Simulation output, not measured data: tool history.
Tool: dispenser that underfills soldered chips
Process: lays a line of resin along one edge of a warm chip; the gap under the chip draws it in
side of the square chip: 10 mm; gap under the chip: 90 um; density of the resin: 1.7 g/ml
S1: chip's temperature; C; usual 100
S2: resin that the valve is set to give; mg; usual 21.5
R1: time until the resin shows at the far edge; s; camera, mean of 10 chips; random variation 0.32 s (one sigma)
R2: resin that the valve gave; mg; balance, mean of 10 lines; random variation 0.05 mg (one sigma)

run    day   S1    S2    R1     R2
  1      0  100  21.5  15.4  20.69
  2  0.288  100  21.5  11.7  20.49
  3  0.612  100  23.6  15.9  22.53
  4  0.896  105  21.5    10  21.42
  5  1.175  105  21.5  13.9  21.45
  6  1.471  105  21.5  10.8  21.43
  7  1.854  100    20  17.8  19.82
  8  2.271  100    20  16.1   19.8
  9  2.638  100    20  13.2  19.82
 10  2.962  100    20  18.3  19.75
 11   3.15   90    20  18.3  19.65
 12  3.442   90    20  24.2  19.66
 13  3.817  100  21.5  14.7  21.07
 14  3.996  100  21.5  17.2  21.12
 15  4.292  100  23.8  12.6  23.27
 16  4.612   99  22.3  18.9  21.74
 17  4.833   87  19.2  22.3  18.79
 18  5.138   87  19.2  29.8  18.77
 19  5.512  104  19.3  13.2  18.72
 20  5.904   95  19.4  15.5  18.82
 21  6.321   95  19.4  13.9  18.73
 22  6.621   86  26.7  24.3  25.71
 23  6.796  101  21.9  17.7  21.08
 24  7.033  100  21.9  13.5  21.04
 25    7.2  100  21.9  16.1     21

Not shown: 14 entries that the log had between the listed runs. Between which runs, and how does the tool's hidden state differ before and after?
Between runs 1 and 2: new syringe of resin (day 0.246)
  resin's viscosity, % of fresh resin's: 139.3 -> 102.1; dose that the valve gives, % of what is set: 95.84 -> 95.66; true chip temperature over the reading, C: -0.1 -> -0.11
  measured less the result without the state, R1: +4.5 -> +0.4 s; R2: -0.89 -> -0.93 mg
Between runs 3 and 4: new syringe of resin (day 0.796); dispensing valve cleaned and set on the balance (day 0.838)
  resin's viscosity, % of fresh resin's: 143.5 -> 107.4; dose that the valve gives, % of what is set: 95.46 -> 99.94; true chip temperature over the reading, C: -0.12 -> -0.13
  measured less the result without the state, R1: +4.9 -> +0.7 s; R2: -1.08 -> -0.02 mg
Between runs 5 and 6: new syringe of resin (day 1.396)
  resin's viscosity, % of fresh resin's: 143.7 -> 108.1; dose that the valve gives, % of what is set: 99.77 -> 99.6; true chip temperature over the reading, C: -0.14 -> -0.15
  measured less the result without the state, R1: +4.2 -> +0.8 s; R2: -0.05 -> -0.09 mg
Between runs 7 and 8: new syringe of resin (day 1.954)
  resin's viscosity, % of fresh resin's: 160.9 -> 141.7; dose that the valve gives, % of what is set: 99.36 -> 99.11; true chip temperature over the reading, C: -0.16 -> -0.17
  measured less the result without the state, R1: +6.9 -> +4.9 s; R2: -0.13 -> -0.18 mg
Between runs 8 and 9: new syringe of resin (day 2.492)
  resin's viscosity, % of fresh resin's: 141.7 -> 116; dose that the valve gives, % of what is set: 99.11 -> 98.89; true chip temperature over the reading, C: -0.17 -> -0.19
  measured less the result without the state, R1: +4.9 -> +1.9 s; R2: -0.18 -> -0.22 mg
Between runs 10 and 11: new syringe of resin (day 3.042)
  resin's viscosity, % of fresh resin's: 162.7 -> 110.9; dose that the valve gives, % of what is set: 98.69 -> 98.59
  measured less the result without the state, R1: +7.3 -> +2 s; R2: -0.26 -> -0.28 mg
Between runs 12 and 13: new syringe of resin (day 3.579)
  resin's viscosity, % of fresh resin's: 149.8 -> 128.3; dose that the valve gives, % of what is set: 98.4 -> 98.17; true chip temperature over the reading, C: -0.21 -> -0.23
  measured less the result without the state, R1: +8.3 -> +3.3 s; R2: -0.32 -> -0.39 mg
Between runs 14 and 15: new syringe of resin (day 4.133)
  resin's viscosity, % of fresh resin's: 154.8 -> 116.2; dose that the valve gives, % of what is set: 98.08 -> 97.88; true chip temperature over the reading, C: -0.23 -> -0.25
  measured less the result without the state, R1: +6.3 -> +1.8 s; R2: -0.41 -> -0.5 mg
Between runs 16 and 17: new syringe of resin (day 4.683)
  resin's viscosity, % of fresh resin's: 162.3 -> 118; dose that the valve gives, % of what is set: 97.68 -> 97.55
  measured less the result without the state, R1: +7.4 -> +3.7 s; R2: -0.51 -> -0.48 mg
Between runs 18 and 19: new syringe of resin (day 5.229)
  resin's viscosity, % of fresh resin's: 162 -> 133.8; dose that the valve gives, % of what is set: 97.37 -> 97.14; true chip temperature over the reading, C: -0.27 -> -0.29
  measured less the result without the state, R1: +11.8 -> +3.6 s; R2: -0.51 -> -0.55 mg
Between runs 19 and 20: new syringe of resin (day 5.779)
  resin's viscosity, % of fresh resin's: 133.8 -> 112.6; dose that the valve gives, % of what is set: 97.14 -> 96.9; true chip temperature over the reading, C: -0.29 -> -0.3
  measured less the result without the state, R1: +3.6 -> +2.1 s; R2: -0.55 -> -0.6 mg
Between runs 20 and 21: new syringe of resin (day 6.317)
  resin's viscosity, % of fresh resin's: 112.6 -> 101; dose that the valve gives, % of what is set: 96.9 -> 96.63; true chip temperature over the reading, C: -0.3 -> -0.31
  measured less the result without the state, R1: +2.1 -> +0.5 s; R2: -0.6 -> -0.65 mg
Between runs 23 and 24: new syringe of resin (day 6.862)
  resin's viscosity, % of fresh resin's: 165.6 -> 118.4; dose that the valve gives, % of what is set: 96.34 -> 96.19; true chip temperature over the reading, C: -0.33 -> -0.34
  measured less the result without the state, R1: +7.2 -> +2.3 s; R2: -0.8 -> -0.83 mg
